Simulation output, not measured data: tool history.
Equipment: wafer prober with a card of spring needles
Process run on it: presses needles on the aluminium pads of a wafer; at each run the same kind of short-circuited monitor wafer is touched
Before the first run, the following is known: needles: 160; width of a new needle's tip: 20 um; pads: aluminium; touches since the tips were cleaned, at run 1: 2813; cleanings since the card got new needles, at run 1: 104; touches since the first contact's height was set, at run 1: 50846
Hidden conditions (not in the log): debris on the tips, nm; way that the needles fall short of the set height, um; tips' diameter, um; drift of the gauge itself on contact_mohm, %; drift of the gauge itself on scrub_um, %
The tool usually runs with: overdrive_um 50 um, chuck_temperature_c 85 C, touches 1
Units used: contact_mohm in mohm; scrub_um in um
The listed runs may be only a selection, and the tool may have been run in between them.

run,hour,overdrive_um,chuck_temperature_c,touches,touches since the tips were cleaned,cleanings since the card got new needles,touches since the first contact's height was set,contact_mohm,scrub_um
1,0,50,85,1,2813,104,50846,195,8.71
# hour 9.6: tips cleaned on abrasive film
2,22,50,85,1,6218,105,61837,201,8.73
# hour 25.8: tips cleaned on abrasive film
# hour 41.2: tips cleaned on abrasive film
3,41.2,50,85,1,0,107,71328,201,8.72
# hour 58.4: tips cleaned on abrasive film
4,59.9,50,85,1,779,108,80688,198,8.73
# hour 65.2: height of the first contact set anew
# hour 74.4: tips cleaned on abrasive film
5,84.7,50,85,1,5144,109,9739,200,8.74
# hour 91.4: tips cleaned on abrasive film
# hour 108: tips cleaned on abrasive film
6,116,50,109,1,3997,111,25336,207,8.72
# hour 123.9: tips cleaned on abrasive film
# hour 140.1: tips cleaned on abrasive film
7,140.1,50,109,2,0,113,37289,207,8.72
# hour 156.4: tips cleaned on abrasive film
# hour 172.3: tips cleaned on abrasive film
8,181,50,56,2,4365,115,57720,192,8.75
# hour 187.8: tips cleaned on abrasive film
9,202.4,50,85,1,7303,116,68376,200,8.77
# hour 204.3: tips cleaned on abrasive film
# hour 222.2: tips cleaned on abrasive film
# hour 234: height of the first contact set anew
10,236.3,50,44,1,6892,118,1112,192,8.77
# hour 239.8: tips cleaned on abrasive film
# hour 255: tips cleaned on abrasive film
11,256.4,50,44,1,706,120,11128,187,8.78
# hour 270.5: tips cleaned on abrasive film
# hour 287.7: tips cleaned on abrasive film
12,293,50,44,1,2696,122,29375,193,8.8
# hour 302.6: tips cleaned on abrasive film
13,314.2,61,85,1,5806,123,39930,192,10.73
# hour 319.3: tips cleaned on abrasive film
# hour 336.2: tips cleaned on abrasive film
14,345.5,61,85,1,4684,125,55519,193,10.76
# hour 353.2: tips cleaned on abrasive film
# hour 368.3: tips cleaned on abrasive film
15,370.2,50,85,3,980,127,67801,202,8.81
# hour 383.1: tips cleaned on abrasive film
# hour 400.7: tips cleaned on abrasive film
# hour 401: height of the first contact set anew
16,412.8,50,85,1,5939,129,5939,201,8.8
# hour 416.2: tips cleaned on abrasive film
# hour 432.5: tips cleaned on abrasive film
17,438.6,50,85,1,3052,131,18739,204,8.81
# hour 449.2: tips cleaned on abrasive film
# hour 465.6: tips cleaned on abrasive film
18,469.6,50,85,2,2023,133,34202,200,8.82
# hour 482.6: tips cleaned on abrasive film
# hour 497.8: tips cleaned on abrasive film
19,501.7,49,58,1,1973,135,50199,198,8.65
# hour 513.7: tips cleaned on abrasive film
# hour 529.1: tips cleaned on abrasive film
20,534.3,46,57,2,2619,137,66410,197,8.14
# hour 544: tips cleaned on abrasive film
# hour 561.3: tips cleaned on abrasive film
21,563.6,46,89,2,1161,139,81007,208,8.15
# hour 567.6: height of the first contact set anew
# hour 580: tips cleaned on abrasive film
22,586.2,46,48,1,3141,140,9297,198,8.15
# hour 594.9: tips cleaned on abrasive film
23,607.7,39,78,1,6428,141,19999,208,6.92
# hour 611.5: tips cleaned on abrasive film
# hour 627.5: tips cleaned on abrasive film
# hour 643.6: tips cleaned on abrasive film
24,643.8,39,78,1,101,144,37946,210,6.93
# hour 661: tips cleaned on abrasive film
25,663.2,55,28,2,1114,145,47632,184,9.77
# hour 676.3: tips cleaned on abrasive film
26,684.2,44,29,2,3918,146,58072,190,7.82
# hour 692.7: tips cleaned on abrasive film
# hour 709.6: tips cleaned on abrasive film
# hour 725.7: tips cleaned on abrasive film
27,726,44,29,2,188,149,78907,191,7.82
# hour 737.1: gauge calibrated
# hour 737.4: height of the first contact set anew
# hour 744.4: tips cleaned on abrasive film
# hour 759.6: tips cleaned on abrasive film
28,766.8,44,120,3,3603,151,14621,213,7.66
# hour 777.5: tips cleaned on abrasive film
29,786.4,69,64,1,4478,152,24440,188,12.01
# hour 793.4: tips cleaned on abrasive film
# hour 808.9: tips cleaned on abrasive film
30,815.5,50,85,2,3328,154,38911,198,8.73
# hour 825: tips cleaned on abrasive film
# hour 840: tips cleaned on abrasive film
31,840,35,85,1,0,156,51081,219,6.09

Predict each of these 3 candidate next runs independently; none follows another, all start after run 31:
# hour 856: tips cleaned on abrasive film
# hour 871.4: tips cleaned on abrasive film
A,878.5,35,85,1,3589,158,70292,?,?
# hour 856: tips cleaned on abrasive film
# hour 871.4: tips cleaned on abrasive film
B,878.5,50,28,1,3589,158,70292,?,?
# hour 856: tips cleaned on abrasive film
# hour 871.4: tips cleaned on abrasive film
C,878.5,50,85,1,3589,158,70292,?,?

run,contact_mohm,scrub_um
A,217,6.13
B,188,8.75
C,202,8.74
Without the tool's hidden state the same runs would have given:
run,contact_mohm,scrub_um
A,216,6.1
B,187,8.72
C,201,8.7
